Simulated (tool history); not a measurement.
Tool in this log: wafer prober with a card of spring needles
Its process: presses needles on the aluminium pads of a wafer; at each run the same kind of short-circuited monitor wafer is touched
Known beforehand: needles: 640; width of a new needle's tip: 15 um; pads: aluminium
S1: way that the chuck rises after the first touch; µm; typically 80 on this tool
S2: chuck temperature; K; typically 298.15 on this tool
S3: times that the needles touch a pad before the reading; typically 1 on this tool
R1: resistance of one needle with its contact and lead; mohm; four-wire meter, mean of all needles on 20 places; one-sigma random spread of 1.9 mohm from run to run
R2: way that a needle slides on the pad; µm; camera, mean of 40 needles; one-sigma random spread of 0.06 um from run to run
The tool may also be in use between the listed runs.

run,day,S1,S2,S3,R1,R2
1,0.000,80,298.15,1,196,11.86
# day 0.254: tips cleaned on abrasive film
# day 0.592: tips cleaned on abrasive film
# day 1.008: tips cleaned on abrasive film
# day 1.429: tips cleaned on abrasive film
# day 1.850: tips cleaned on abrasive film
# day 2.267: tips cleaned on abrasive film
# day 2.688: tips cleaned on abrasive film
# day 3.025: tips cleaned on abrasive film
2,3.154,80,303.15,1,197,11.83
# day 3.408: tips cleaned on abrasive film
# day 3.746: tips cleaned on abrasive film
# day 4.167: tips cleaned on abrasive film
# day 4.500: tips cleaned on abrasive film
# day 4.921: tips cleaned on abrasive film
# day 5.342: tips cleaned on abrasive film
# day 5.675: tips cleaned on abrasive film
# day 6.096: tips cleaned on abrasive film
3,6.138,80,303.15,1,195,11.82
# day 6.475: tips cleaned on abrasive film
# day 6.892: tips cleaned on abrasive film
# day 7.229: tips cleaned on abrasive film
# day 7.650: tips cleaned on abrasive film
4,7.742,80,303.15,1,197,11.88
# day 7.992: tips cleaned on abrasive film
# day 8.412: tips cleaned on abrasive film
# day 8.833: tips cleaned on abrasive film
# day 9.254: tips cleaned on abrasive film
# day 9.671: tips cleaned on abrasive film
# day 10.092: tips cleaned on abrasive film
# day 10.512: tips cleaned on abrasive film
# day 10.929: tips cleaned on abrasive film
5,11.258,80,303.15,1,197,11.87
# day 11.346: tips cleaned on abrasive film
# day 11.762: tips cleaned on abrasive film
# day 12.183: tips cleaned on abrasive film
# day 12.604: tips cleaned on abrasive film
# day 12.938: tips cleaned on abrasive film
# day 13.358: tips cleaned on abrasive film
6,13.367,80,298.15,1,195,11.87
# day 13.704: tips cleaned on abrasive film
# day 14.042: tips cleaned on abrasive film
# day 14.462: tips cleaned on abrasive film
# day 14.879: tips cleaned on abrasive film
7,15.033,80,298.15,1,194,11.78
# day 15.288: tips cleaned on abrasive film
# day 15.708: tips cleaned on abrasive film
# day 16.129: tips cleaned on abrasive film
# day 16.462: tips cleaned on abrasive film
# day 16.883: tips cleaned on abrasive film
8,17.017,80,298.15,1,197,11.96
# day 17.196: height of the first contact set anew
# day 17.283: tips cleaned on abrasive film
# day 17.704: tips cleaned on abrasive film
# day 18.038: tips cleaned on abrasive film
# day 18.458: tips cleaned on abrasive film
# day 18.879: tips cleaned on abrasive film
# day 19.296: tips cleaned on abrasive film
9,19.550,80,298.15,1,194,11.85
# day 19.638: tips cleaned on abrasive film
# day 20.058: tips cleaned on abrasive film
# day 20.479: tips cleaned on abrasive film
# day 20.896: tips cleaned on abrasive film
# day 21.317: tips cleaned on abrasive film
# day 21.738: tips cleaned on abrasive film
# day 22.138: tips cleaned on abrasive film
10,22.138,66,298.15,1,196,9.80
# day 22.554: tips cleaned on abrasive film
# day 22.892: tips cleaned on abrasive film
# day 23.312: tips cleaned on abrasive film
# day 23.729: tips cleaned on abrasive film
# day 24.067: tips cleaned on abrasive film
# day 24.488: tips cleaned on abrasive film
# day 24.908: tips cleaned on abrasive film
11,24.942,77,298.15,2,197,11.42
# day 25.279: tips cleaned on abrasive film
# day 25.696: tips cleaned on abrasive film
# day 26.117: tips cleaned on abrasive film
# day 26.454: tips cleaned on abrasive film
# day 26.875: tips cleaned on abrasive film
# day 27.292: tips cleaned on abrasive film
# day 27.629: tips cleaned on abrasive film
# day 28.017: tips cleaned on abrasive film
12,28.017,73,345.15,3,207,10.87
# day 28.438: tips cleaned on abrasive film
# day 28.854: tips cleaned on abrasive film
# day 29.275: tips cleaned on abrasive film
# day 29.612: tips cleaned on abrasive film
# day 30.029: tips cleaned on abrasive film
# day 30.450: tips cleaned on abrasive film
# day 30.871: tips cleaned on abrasive film
13,31.083,63,352.15,1,210,9.35
# day 31.254: tips cleaned on abrasive film
# day 31.675: tips cleaned on abrasive film
# day 32.092: tips cleaned on abrasive film
# day 32.512: tips cleaned on abrasive film
# day 32.933: tips cleaned on abrasive film
# day 33.350: tips cleaned on abrasive film
# day 33.771: tips cleaned on abrasive film
# day 34.192: tips cleaned on abrasive film
14,34.396,63,352.15,1,211,9.49
# day 34.567: tips cleaned on abrasive film
# day 34.900: tips cleaned on abrasive film
# day 35.321: tips cleaned on abrasive film
# day 35.742: tips cleaned on abrasive film
# day 36.075: tips cleaned on abrasive film
# day 36.496: tips cleaned on abrasive film
# day 36.917: tips cleaned on abrasive film
15,36.992,62,352.15,1,213,9.34
# day 37.329: tips cleaned on abrasive film
# day 37.746: tips cleaned on abrasive film
# day 38.083: tips cleaned on abrasive film
# day 38.504: tips cleaned on abrasive film
# day 38.925: tips cleaned on abrasive film
# day 39.342: tips cleaned on abrasive film
# day 39.354: height of the first contact set anew
# day 39.775: tips cleaned on abrasive film
# day 40.196: tips cleaned on abrasive film
# day 40.596: tips cleaned on abrasive film
16,40.596,62,352.15,1,212,9.35
# day 41.012: tips cleaned on abrasive film
# day 41.350: tips cleaned on abrasive film
# day 41.771: tips cleaned on abrasive film
# day 42.188: tips cleaned on abrasive film
# day 42.608: tips cleaned on abrasive film
# day 42.946: tips cleaned on abrasive film
# day 43.288: tips cleaned on abrasive film
17,43.288,64,394.15,1,223,9.59
# day 43.625: tips cleaned on abrasive film
# day 44.046: tips cleaned on abrasive film
# day 44.462: tips cleaned on abrasive film
# day 44.800: tips cleaned on abrasive film
# day 45.221: tips cleaned on abrasive film
# day 45.554: tips cleaned on abrasive film
# day 45.975: tips cleaned on abrasive film
18,46.250,64,394.15,1,221,9.60
# day 46.338: tips cleaned on abrasive film
# day 46.758: tips cleaned on abrasive film
# day 47.175: tips cleaned on abrasive film
# day 47.596: tips cleaned on abrasive film
# day 47.933: tips cleaned on abrasive film
19,47.988,83,352.15,2,206,12.53

Below are 3 alternative next runs, each starting from the tool's condition after run 19. Predict each:
# day 48.325: tips cleaned on abrasive film
# day 48.742: tips cleaned on abrasive film
# day 49.079: tips cleaned on abrasive film
# day 49.500: tips cleaned on abrasive film
# day 49.917: tips cleaned on abrasive film
# day 50.254: tips cleaned on abrasive film
# day 50.421: gauge calibrated
# day 50.675: tips cleaned on abrasive film
A,50.754,80,298.15,1,?,?
# day 48.325: tips cleaned on abrasive film
# day 48.742: tips cleaned on abrasive film
# day 49.079: tips cleaned on abrasive film
# day 49.500: tips cleaned on abrasive film
# day 49.917: tips cleaned on abrasive film
# day 50.254: tips cleaned on abrasive film
# day 50.421: gauge calibrated
# day 50.675: tips cleaned on abrasive film
B,50.754,74,352.15,2,?,?
# day 48.325: tips cleaned on abrasive film
# day 48.742: tips cleaned on abrasive film
# day 49.079: tips cleaned on abrasive film
# day 49.500: tips cleaned on abrasive film
# day 49.917: tips cleaned on abrasive film
# day 50.254: tips cleaned on abrasive film
# day 50.421: gauge calibrated
# day 50.675: tips cleaned on abrasive film
C,50.754,96,303.15,1,?,?

run,R1,R2
A,198,11.72
B,207,10.87
C,194,14.20
Take away the tool's hidden state, keep each run's random variation, and the runs would have read:
run,R1,R2
A,198,11.72
B,207,10.87
C,194,14.20

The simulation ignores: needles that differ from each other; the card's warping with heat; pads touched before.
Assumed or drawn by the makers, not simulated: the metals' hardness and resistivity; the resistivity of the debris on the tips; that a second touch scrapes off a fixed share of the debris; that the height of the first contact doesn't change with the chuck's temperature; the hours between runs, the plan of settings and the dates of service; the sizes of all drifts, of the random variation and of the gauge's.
